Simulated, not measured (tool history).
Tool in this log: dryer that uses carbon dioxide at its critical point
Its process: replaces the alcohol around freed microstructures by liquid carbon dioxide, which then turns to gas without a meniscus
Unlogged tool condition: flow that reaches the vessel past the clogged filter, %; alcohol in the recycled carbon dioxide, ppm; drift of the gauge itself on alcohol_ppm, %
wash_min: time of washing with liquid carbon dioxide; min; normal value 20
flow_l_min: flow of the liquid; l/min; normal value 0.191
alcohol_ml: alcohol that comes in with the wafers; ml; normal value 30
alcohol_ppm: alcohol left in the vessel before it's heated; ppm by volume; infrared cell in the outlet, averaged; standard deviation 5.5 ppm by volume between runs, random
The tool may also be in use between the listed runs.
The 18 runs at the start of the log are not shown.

run	day	wash_min	flow_l_min	alcohol_ml	hours of work since the filter was changed	hours of work since the purifier's bed was changed	alcohol_ppm
19	10.967	20	0.191	75	57	64	484
20	11.442	22	0.206	54	65	72	154
21	12.104	22	0.206	54	77	84	161
22	12.554	26	0.181	63	85	92	154
23	13.400	20	0.186	30	99	106	293
24	13.817	20	0.186	30	107	114	292
25	14.400	14	0.191	30	117	124	1268
26	14.767	14	0.191	30	123	130	1267
27	15.138	22	0.261	113	130	137	111
28	15.512	17	0.191	28	136	143	567
29	15.925	20	0.191	41	143	150	398
30	16.533	25	0.160	30	154	161	252
31	16.892	25	0.160	30	160	167	277
32	17.642	13	0.160	30	173	180	3110
33	18.029	13	0.160	30	180	187	3177

For run 34, what comes out?
34	18.633	13	0.203	62	190	197	?

alcohol_ppm: 3063 ppm by volume
Without the tool's hidden state the same run would have given alcohol_ppm 1961 ppm by volume.
